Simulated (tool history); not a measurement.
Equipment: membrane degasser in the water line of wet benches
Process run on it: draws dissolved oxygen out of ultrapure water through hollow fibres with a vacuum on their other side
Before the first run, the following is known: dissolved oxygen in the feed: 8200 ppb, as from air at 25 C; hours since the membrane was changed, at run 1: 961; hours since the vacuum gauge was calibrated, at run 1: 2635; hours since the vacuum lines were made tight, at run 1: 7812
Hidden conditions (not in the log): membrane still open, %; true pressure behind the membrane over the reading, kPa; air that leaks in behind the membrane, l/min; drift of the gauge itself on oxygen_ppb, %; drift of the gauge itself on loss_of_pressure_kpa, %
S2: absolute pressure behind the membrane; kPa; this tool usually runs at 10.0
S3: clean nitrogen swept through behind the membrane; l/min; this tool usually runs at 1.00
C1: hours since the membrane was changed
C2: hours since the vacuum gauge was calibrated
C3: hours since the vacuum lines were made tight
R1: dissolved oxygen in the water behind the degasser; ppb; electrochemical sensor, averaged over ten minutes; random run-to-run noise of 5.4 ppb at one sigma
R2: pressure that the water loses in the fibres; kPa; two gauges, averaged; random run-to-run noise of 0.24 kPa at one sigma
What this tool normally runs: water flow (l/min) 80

Run 1, hour 0.0: usual settings; C1 961; C2 2635; C3 7812. Result: R1 904.1 ppb, R2 64.96 kPa.
Run 2, hour 69.7: usual settings; C1 1030; C2 2704; C3 7881. Result: R1 895.8 ppb, R2 64.74 kPa.
Run 3, hour 118.7: usual settings but S2 22.4 kPa; C1 1079; C2 2753; C3 7930. Result: R1 2162.4 ppb, R2 65.04 kPa.
Run 4, hour 203.8: usual settings but S2 22.4 kPa; C1 1164; C2 2838; C3 8016. Result: R1 2135.8 ppb, R2 65.21 kPa.
Run 5, hour 267.9: usual settings but S2 22.4 kPa; C1 1229; C2 2903; C3 8080. Result: R1 2120.7 ppb, R2 64.76 kPa.
Run 6, hour 315.3: usual settings but S2 22.4 kPa; C1 1276; C2 2950; C3 8127. Result: R1 2126.7 ppb, R2 64.91 kPa.
Run 7, hour 394.2: usual settings but S2 22.4 kPa; C1 1355; C2 3029; C3 8206. Result: R1 2150.4 ppb, R2 64.93 kPa.
Run 8, hour 455.6: usual settings but S3 0.69 l/min; C1 1416; C2 3090; C3 8267. Result: R1 1102.0 ppb, R2 65.33 kPa.
Run 9, hour 542.3: usual settings but S3 0.69 l/min; C1 1503; C2 3177; C3 8354. Result: R1 1105.6 ppb, R2 65.30 kPa.
Run 10, hour 631.7: usual settings but S3 0.69 l/min; C1 1592; C2 3266; C3 8443. Result: R1 1102.9 ppb, R2 64.80 kPa.
Run 11, hour 673.4: usual settings but S3 0.69 l/min; C1 1634; C2 3308; C3 8485. Result: R1 1109.0 ppb, R2 64.83 kPa.
Run 12, hour 760.9: usual settings but S3 0.69 l/min; C1 1721; C2 3395; C3 8573. Result: R1 1098.6 ppb, R2 65.20 kPa.
Run 13, hour 809.1: usual settings; C1 1770; C2 3444; C3 8621. Result: R1 889.4 ppb, R2 65.07 kPa.
Run 14, hour 883.2: usual settings but S3 1.14 l/min; C1 1844; C2 3518; C3 8695. Result: R1 824.9 ppb, R2 65.27 kPa.
Run 15, hour 947.5: usual settings but S2 17.3 kPa, S3 1.14 l/min; C1 1908; C2 3582; C3 8759. Result: R1 1542.6 ppb, R2 65.65 kPa.
Run 16, hour 1042.5: usual settings but S2 24.3 kPa; C1 2003; C2 3677; C3 8854. Result: R1 2277.9 ppb, R2 65.19 kPa.
Run 17, hour 1089.0: usual settings but S3 1.27 l/min; C1 2050; C2 3724; C3 8901. Result: R1 776.7 ppb, R2 65.48 kPa.
At hour 1096.0: vacuum gauge calibrated.
Run 18, hour 1132.0: usual settings but water flow (l/min) 73, S2 15.9 kPa, S3 2.21 l/min; C1 2092; C2 36; C3 8943. Result: R1 844.4 ppb, R2 59.59 kPa.
Run 19, hour 1181.6: usual settings but water flow (l/min) 73, S2 15.9 kPa, S3 2.21 l/min; C1 2142; C2 86; C3 8993. Result: R1 840.6 ppb, R2 59.70 kPa.
Run 20, hour 1267.9: usual settings but water flow (l/min) 89, S2 15.9 kPa, S3 0.41 l/min; C1 2228; C2 172; C3 9079. Result: R1 2518.9 ppb, R2 72.82 kPa.
Run 21, hour 1336.1: usual settings but water flow (l/min) 89, S2 15.9 kPa, S3 0.41 l/min; C1 2296; C2 240; C3 9147. Result: R1 2539.2 ppb, R2 72.99 kPa.
At hour 1367.8: vacuum gauge calibrated, once more.
Run 22, hour 1433.0: usual settings but water flow (l/min) 89, S2 15.9 kPa, S3 0.41 l/min; C1 2393; C2 65; C3 9244. Result: R1 2525.3 ppb, R2 72.67 kPa.
Run 23, hour 1498.1: usual settings but water flow (l/min) 89, S2 15.9 kPa, S3 0.41 l/min; C1 2458; C2 130; C3 9309. Result: R1 2488.4 ppb, R2 72.69 kPa.
Run 24, hour 1544.5: usual settings but water flow (l/min) 76, S2 19.1 kPa; C1 2504; C2 177; C3 9355. Result: R1 1765.4 ppb, R2 62.17 kPa.
Run 25, hour 1629.8: usual settings but S2 11.9 kPa, S3 1.16 l/min; C1 2589; C2 262; C3 9440. Result: R1 1008.2 ppb, R2 65.62 kPa.
Run 26, hour 1670.2: usual settings but S2 11.9 kPa, S3 1.16 l/min; C1 2630; C2 302; C3 9481. Result: R1 1008.6 ppb, R2 65.77 kPa.
Run 27, hour 1725.3: usual settings but S2 11.9 kPa, S3 1.16 l/min; C1 2685; C2 358; C3 9536. Result: R1 1012.7 ppb, R2 65.67 kPa.
Run 28, hour 1772.9: usual settings but water flow (l/min) 126, S2 8.0 kPa, S3 1.13 l/min; C1 2732; C2 405; C3 9584. Result: R1 934.0 ppb, R2 103.18 kPa.
Run 29, hour 1820.8: usual settings but water flow (l/min) 126, S2 6.1 kPa, S3 1.13 l/min; C1 2780; C2 453; C3 9631. Result: R1 666.3 ppb, R2 103.44 kPa.
Run 30, hour 1904.2: usual settings but water flow (l/min) 108, S2 11.1 kPa, S3 0.48 l/min; C1 2864; C2 536; C3 9715. Result: R1 1781.5 ppb, R2 88.60 kPa.
Run 31, hour 1946.1: usual settings but water flow (l/min) 84, S2 9.6 kPa, S3 1.24 l/min; C1 2906; C2 578; C3 9757. Result: R1 780.7 ppb, R2 68.79 kPa.
Run 32, hour 2020.2: usual settings but S2 14.1 kPa, S3 1.42 l/min; C1 2980; C2 652; C3 9831. Result: R1 1071.5 ppb, R2 65.64 kPa.
Run 33, hour 2101.4: usual settings but S2 10.1 kPa; C1 3061; C2 734; C3 9912. Result: R1 908.6 ppb, R2 65.96 kPa.

Predict each of these 3 candidate next runs independently; none follows another, all start after run 33:
Run A, hour 2183.5: usual settings but water flow (l/min) 103, S3 1.73 l/min; C1 3143; C2 816; C3 9994. Result: R1 ?, R2 ?.
Run B, hour 2183.5: usual settings but water flow (l/min) 63, S2 13.2 kPa, S3 0.81 l/min; C1 3143; C2 816; C3 9994. Result: R1 ?, R2 ?.
Run C, hour 2183.5: usual settings but water flow (l/min) 64, S2 15.6 kPa, S3 2.83 l/min; C1 3143; C2 816; C3 9994. Result: R1 ?, R2 ?.

run      R1     R2
  A   817.4  84.30
  B  1205.0  51.94
  C   608.2  52.73
What these runs would have given with no unlogged condition in the tool:
run      R1     R2
  A   806.3  82.55
  B  1203.4  50.86
  C   603.1  51.63
